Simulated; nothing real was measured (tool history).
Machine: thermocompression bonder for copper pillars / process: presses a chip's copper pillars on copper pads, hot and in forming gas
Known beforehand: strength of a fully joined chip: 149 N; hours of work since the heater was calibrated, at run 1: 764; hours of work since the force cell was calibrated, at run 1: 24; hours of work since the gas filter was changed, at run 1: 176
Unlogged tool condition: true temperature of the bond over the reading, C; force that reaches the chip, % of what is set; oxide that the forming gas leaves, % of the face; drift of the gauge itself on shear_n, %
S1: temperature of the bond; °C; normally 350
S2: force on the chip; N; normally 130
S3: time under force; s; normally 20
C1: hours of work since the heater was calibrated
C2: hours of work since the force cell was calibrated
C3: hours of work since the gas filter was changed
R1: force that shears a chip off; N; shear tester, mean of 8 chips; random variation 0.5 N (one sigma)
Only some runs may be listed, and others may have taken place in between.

run 1 day=0.000 | S1=350 S2=130 S3=20 | C1=764 C2=24 C3=176 | R1=49.1
run 2 day=0.633 | S1=350 S2=130 S3=20 | C1=770 C2=30 C3=182 | R1=47.2
run 3 day=1.025 | S1=350 S2=80 S3=20 | C1=774 C2=34 C3=186 | R1=28.1
run 4 day=1.425 | S1=350 S2=130 S3=20 | C1=778 C2=38 C3=190 | R1=47.5
run 5 day=1.883 | S1=350 S2=130 S3=20 | C1=782 C2=43 C3=195 | R1=47.4
run 6 day=2.467 | S1=350 S2=130 S3=20 | C1=788 C2=49 C3=200 | R1=47.3
run 7 day=2.896 | S1=350 S2=130 S3=20 | C1=792 C2=53 C3=205 | R1=46.5
run 8 day=3.321 | S1=372 S2=86 S3=12 | C1=797 C2=57 C3=209 | R1=33.6
run 9 day=3.696 | S1=372 S2=130 S3=11 | C1=800 C2=61 C3=213 | R1=49.5
run 10 day=4.183 | S1=372 S2=130 S3=11 | C1=805 C2=66 C3=217 | R1=49.9
run 11 day=4.846 | S1=350 S2=132 S3=21 | C1=812 C2=72 C3=224 | R1=48.7
run 12 day=5.208 | S1=350 S2=132 S3=21 | C1=816 C2=76 C3=228 | R1=48.8
run 13 day=5.838 | S1=373 S2=130 S3=20 | C1=822 C2=82 C3=234 | R1=63.0

Forecast run 14:
-- day=5.950 forming gas filter changed
run 14 day=6.288 | S1=329 S2=85 S3=25 | C1=826 C2=87 C3=3 | R1=?

{"run 14": {"R1": 26.3}}
Take away the tool's hidden state, keep the run-to-run variation as it was, and the same run would have given R1 29.3 N.
